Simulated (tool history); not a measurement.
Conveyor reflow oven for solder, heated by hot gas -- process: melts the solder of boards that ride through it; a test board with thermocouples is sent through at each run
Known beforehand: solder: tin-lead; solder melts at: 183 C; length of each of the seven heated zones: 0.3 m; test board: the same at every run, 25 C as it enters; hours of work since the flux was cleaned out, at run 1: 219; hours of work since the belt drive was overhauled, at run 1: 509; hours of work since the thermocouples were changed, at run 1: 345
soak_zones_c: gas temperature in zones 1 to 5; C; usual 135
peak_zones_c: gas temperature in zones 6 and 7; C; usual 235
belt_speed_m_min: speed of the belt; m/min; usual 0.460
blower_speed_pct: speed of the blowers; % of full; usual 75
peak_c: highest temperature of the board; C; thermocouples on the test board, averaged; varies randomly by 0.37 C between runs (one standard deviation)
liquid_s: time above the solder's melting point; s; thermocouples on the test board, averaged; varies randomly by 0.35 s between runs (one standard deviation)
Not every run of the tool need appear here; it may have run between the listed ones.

run,hour,soak_zones_c,peak_zones_c,belt_speed_m_min,blower_speed_pct,hours of work since the flux was cleaned out,hours of work since the belt drive was overhauled,hours of work since the thermocouples were changed,peak_c,liquid_s
1,0.0,135,235,0.460,75,219,509,345,218.3,58.9
2,23.6,135,235,0.460,75,234,524,360,218.4,59.2
3,53.1,135,235,0.460,75,254,543,379,219.2,58.9
4,85.6,135,235,0.400,75,275,564,400,222.0,71.8
5,114.9,135,235,0.400,75,294,583,419,222.3,71.9
6,158.3,135,235,0.460,75,322,612,448,217.9,57.6
7,187.7,135,235,0.460,57,341,631,467,212.3,53.0
8,215.9,135,235,0.513,57,360,649,485,208.3,41.7
9,263.6,135,235,0.513,57,391,680,516,207.1,41.6
10,293.2,135,235,0.460,75,410,699,535,216.7,58.1
11,313.8,135,235,0.460,75,423,713,549,216.9,57.6
12,338.1,141,224,0.455,58,439,729,565,204.8,47.8
13,377.8,135,235,0.424,75,465,754,590,219.9,65.7
# hour 411.5: flux residue cleaned out of gas plates and filters
14,418.0,138,227,0.416,79,4,777,613,218.9,68.5
15,445.9,138,227,0.416,79,22,796,632,218.7,67.9
16,491.1,144,227,0.385,66,52,825,661,218.7,75.5
17,516.6,135,235,0.460,55,68,842,678,214.6,55.1
18,554.5,140,235,0.460,75,93,866,702,222.0,64.0
19,591.2,139,235,0.460,75,117,890,726,222.4,63.3
20,627.2,139,235,0.460,75,140,914,750,221.4,63.3
21,647.4,143,235,0.532,75,153,927,763,217.1,52.1

What if the next run were any one of these 4? Each begins from the tool's condition after run 21:
A,689.4,137,235,0.541,68,181,954,790,?,?
B,689.4,135,235,0.460,88,181,954,790,?,?
C,689.4,143,235,0.421,75,181,954,790,?,?
D,689.4,140,235,0.532,75,181,954,790,?,?

run,peak_c,liquid_s
A,213.1,45.7
B,224.3,63.4
C,224.1,72.6
D,216.6,50.7
The same runs, with their run-to-run variation unchanged, on a tool lacking any hidden condition would have given:
run,peak_c,liquid_s
A,213.1,45.4
B,224.1,62.8
C,223.6,71.6
D,216.5,50.3

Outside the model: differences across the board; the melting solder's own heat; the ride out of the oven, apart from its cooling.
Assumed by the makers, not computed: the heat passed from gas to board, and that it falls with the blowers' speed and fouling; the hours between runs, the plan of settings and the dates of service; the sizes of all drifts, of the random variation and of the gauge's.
